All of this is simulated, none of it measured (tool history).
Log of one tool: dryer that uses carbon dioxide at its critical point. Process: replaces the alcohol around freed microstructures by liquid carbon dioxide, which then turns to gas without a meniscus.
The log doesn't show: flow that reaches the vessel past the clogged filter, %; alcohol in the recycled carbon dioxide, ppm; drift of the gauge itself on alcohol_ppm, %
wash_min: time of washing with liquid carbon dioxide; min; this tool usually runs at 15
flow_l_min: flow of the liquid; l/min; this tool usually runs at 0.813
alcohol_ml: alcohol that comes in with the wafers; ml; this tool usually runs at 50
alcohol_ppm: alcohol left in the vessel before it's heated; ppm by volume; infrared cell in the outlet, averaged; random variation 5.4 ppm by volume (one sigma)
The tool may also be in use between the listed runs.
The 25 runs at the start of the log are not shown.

run,day,wash_min,flow_l_min,alcohol_ml,hours of work since the filter was changed,hours of work since the purifier's bed was changed,alcohol_ppm
# day 19.658: inlet filter changed
26,19.746,23,0.691,98,1,341,124
27,20.838,23,0.722,98,10,350,114
28,21.504,14,0.722,98,15,356,728
29,22.004,16,0.722,98,19,360,434
30,23.046,16,0.722,98,28,369,441
31,23.867,16,0.722,98,35,375,435
32,24.338,16,0.722,98,39,379,451
33,25.283,13,0.509,66,47,387,2187
34,26.000,11,0.934,26,53,393,251
35,26.521,14,0.813,35,57,397,228
36,27.517,14,0.813,98,65,406,497
37,28.596,14,0.521,57,74,415,1505
38,29.429,15,0.648,65,81,422,678
39,30.400,16,1.328,54,89,430,90
40,31.383,16,0.918,46,97,438,138
41,32.312,15,0.847,117,105,446,391
42,33.375,15,0.847,117,114,454,398
43,34.400,15,0.847,117,122,463,402
44,35.083,15,0.847,56,128,469,237

Here are 4 independent what-if runs from the current tool condition. What would each one return?
A,36.212,15,0.578,43,137,478,?
B,36.212,15,0.847,31,137,478,?
C,36.212,20,1.259,62,137,478,?
D,36.212,15,0.674,56,137,478,?

run,alcohol_ppm
A,746
B,181
C,91
D,563
The same runs, with their run-to-run variation unchanged, on a tool lacking any hidden condition would have given:
run,alcohol_ppm
A,533
B,67
C,0
D,370

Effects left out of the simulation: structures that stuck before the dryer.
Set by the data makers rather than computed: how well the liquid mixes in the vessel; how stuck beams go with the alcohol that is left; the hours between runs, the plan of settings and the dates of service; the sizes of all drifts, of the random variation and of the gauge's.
